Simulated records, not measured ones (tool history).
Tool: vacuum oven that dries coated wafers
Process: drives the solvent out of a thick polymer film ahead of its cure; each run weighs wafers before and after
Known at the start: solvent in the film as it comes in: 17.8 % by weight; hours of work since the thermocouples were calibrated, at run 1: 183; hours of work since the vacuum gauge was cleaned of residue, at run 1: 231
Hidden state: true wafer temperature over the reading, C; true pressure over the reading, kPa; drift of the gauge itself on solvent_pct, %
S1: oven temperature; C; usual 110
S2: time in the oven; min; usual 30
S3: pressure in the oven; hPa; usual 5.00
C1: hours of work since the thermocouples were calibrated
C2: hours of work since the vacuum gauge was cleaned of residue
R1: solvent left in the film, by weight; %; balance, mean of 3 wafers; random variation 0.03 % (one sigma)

run 1 day=0.000 | S1=110 S2=30 S3=5.00 | C1=183 C2=231 | R1=1.57
run 2 day=2.383 | S1=110 S2=26 S3=5.00 | C1=212 C2=260 | R1=1.94
run 3 day=6.196 | S1=110 S2=30 S3=5.00 | C1=259 C2=306 | R1=1.52
run 4 day=8.842 | S1=110 S2=30 S3=5.00 | C1=291 C2=338 | R1=1.52
run 5 day=12.846 | S1=110 S2=30 S3=9.68 | C1=340 C2=387 | R1=1.72
run 6 day=16.721 | S1=110 S2=30 S3=9.68 | C1=387 C2=435 | R1=1.68
run 7 day=19.075 | S1=110 S2=30 S3=9.68 | C1=416 C2=463 | R1=1.71
run 8 day=22.529 | S1=110 S2=30 S3=5.62 | C1=458 C2=505 | R1=1.53
run 9 day=25.946 | S1=110 S2=30 S3=5.00 | C1=500 C2=547 | R1=1.53
run 10 day=29.617 | S1=110 S2=30 S3=5.00 | C1=544 C2=592 | R1=1.50
run 11 day=32.342 | S1=110 S2=30 S3=4.82 | C1=578 C2=625 | R1=1.50
run 12 day=35.321 | S1=110 S2=30 S3=5.00 | C1=614 C2=661 | R1=1.55
run 13 day=37.062 | S1=110 S2=30 S3=5.00 | C1=635 C2=683 | R1=1.53
run 14 day=39.275 | S1=110 S2=30 S3=5.00 | C1=662 C2=710 | R1=1.56
run 15 day=41.175 | S1=110 S2=30 S3=5.00 | C1=685 C2=733 | R1=1.53
run 16 day=43.129 | S1=110 S2=44 S3=5.00 | C1=709 C2=757 | R1=0.74
-- day=45.946 oven's thermocouples calibrated
run 17 day=47.188 | S1=110 S2=44 S3=5.00 | C1=15 C2=805 | R1=0.83
run 18 day=50.412 | S1=110 S2=30 S3=5.00 | C1=54 C2=844 | R1=1.61
run 19 day=52.925 | S1=110 S2=30 S3=5.00 | C1=85 C2=875 | R1=1.63
run 20 day=55.029 | S1=110 S2=30 S3=5.00 | C1=111 C2=901 | R1=1.62
run 21 day=59.238 | S1=110 S2=30 S3=5.00 | C1=162 C2=952 | R1=1.63
run 22 day=62.538 | S1=105 S2=30 S3=5.00 | C1=202 C2=992 | R1=2.45
run 23 day=66.396 | S1=105 S2=30 S3=5.00 | C1=249 C2=1039 | R1=2.52
run 24 day=68.129 | S1=99 S2=37 S3=8.79 | C1=270 C2=1060 | R1=3.21
run 25 day=70.658 | S1=101 S2=40 S3=4.99 | C1=301 C2=1091 | R1=2.26
run 26 day=74.596 | S1=113 S2=30 S3=4.33 | C1=349 C2=1139 | R1=1.23
run 27 day=77.075 | S1=120 S2=28 S3=9.72 | C1=380 C2=1170 | R1=0.89
run 28 day=79.412 | S1=113 S2=47 S3=5.24 | C1=408 C2=1198 | R1=0.55
run 29 day=81.917 | S1=113 S2=47 S3=5.24 | C1=439 C2=1229 | R1=0.60
run 30 day=85.962 | S1=113 S2=47 S3=5.24 | C1=488 C2=1278 | R1=0.60
run 31 day=89.079 | S1=117 S2=22 S3=6.42 | C1=526 C2=1316 | R1=1.49
run 32 day=92.829 | S1=124 S2=27 S3=5.00 | C1=572 C2=1362 | R1=0.51
run 33 day=96.867 | S1=117 S2=15 S3=13.24 | C1=621 C2=1411 | R1=3.11
run 34 day=100.312 | S1=110 S2=40 S3=5.00 | C1=663 C2=1453 | R1=0.95
run 35 day=102.096 | S1=110 S2=40 S3=5.00 | C1=685 C2=1475 | R1=0.99
run 36 day=104.825 | S1=98 S2=30 S3=4.52 | C1=718 C2=1508 | R1=4.08
-- day=106.817 oven's thermocouples calibrated
run 37 day=108.558 | S1=98 S2=30 S3=4.52 | C1=21 C2=1552 | R1=4.38
run 38 day=112.096 | S1=124 S2=21 S3=15.41 | C1=64 C2=1596 | R1=1.23
run 39 day=114.325 | S1=100 S2=51 S3=16.12 | C1=92 C2=1623 | R1=2.62
run 40 day=118.117 | S1=122 S2=20 S3=13.09 | C1=138 C2=1669 | R1=1.53
run 41 day=121.946 | S1=122 S2=20 S3=13.09 | C1=185 C2=1716 | R1=1.52
run 42 day=124.771 | S1=122 S2=20 S3=13.09 | C1=219 C2=1750 | R1=1.47

3 ways to go on from here, each from the tool as it stands after run 42. What would each give?
run A day=128.154 | S1=122 S2=42 S3=13.09 | C1=260 C2=1792 | R1=?
run B day=128.154 | S1=120 S2=16 S3=9.12 | C1=260 C2=1792 | R1=?
run C day=128.154 | S1=121 S2=29 S3=5.76 | C1=260 C2=1792 | R1=?

run=A R1=0.66
run=B R1=2.37
run=C R1=0.71
Without the tool's hidden state the same runs would have given:
run=A R1=0.42
run=B R1=2.14
run=C R1=0.46
